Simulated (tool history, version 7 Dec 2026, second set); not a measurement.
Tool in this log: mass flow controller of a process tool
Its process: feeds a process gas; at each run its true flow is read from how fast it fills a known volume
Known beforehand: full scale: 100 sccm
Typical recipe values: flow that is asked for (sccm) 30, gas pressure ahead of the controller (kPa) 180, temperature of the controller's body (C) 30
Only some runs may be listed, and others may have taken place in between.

run   hour  flow that is asked for (sccm)  gas pressure ahead of the controller (kPa)  temperature of the controller's body (C)  true flow (%)
  1    0.0                             30                                         180                                        30          98.44
  2   60.8                             30                                         206                                        30          98.38
  3  143.0                             30                                         206                                        30          98.49
  4  217.2                             30                                         180                                        30          98.57
  5  304.8                             30                                         180                                        30          98.39
     312.3  -- controller's zero set anew
  6  390.2                             30                                         180                                        30          98.50
  7  436.3                             26                                         152                                        34          98.28
  8  509.1                             11                                         165                                        34          98.53
  9  590.6                             17                                         220                                        22          99.46
 10  629.9                             17                                         220                                        22          99.65
 11  683.5                             32                                         242                                        26          98.99

Forecast each of these 4 alternatives for the next run:
  A  754.3                             13                                         242                                        37              ?
  B  754.3                             87                                         207                                        22              ?
  C  754.3                             12                                         180                                        30              ?
  D  754.3                             30                                         180                                        25              ?

run  true flow (%)
  A          98.12
  B         100.05
  C          98.93
  D          99.04
Without the tool's unlogged condition, the same runs would have read:
run  true flow (%)
  A          97.42
  B         100.17
  C          98.15
  D          98.89

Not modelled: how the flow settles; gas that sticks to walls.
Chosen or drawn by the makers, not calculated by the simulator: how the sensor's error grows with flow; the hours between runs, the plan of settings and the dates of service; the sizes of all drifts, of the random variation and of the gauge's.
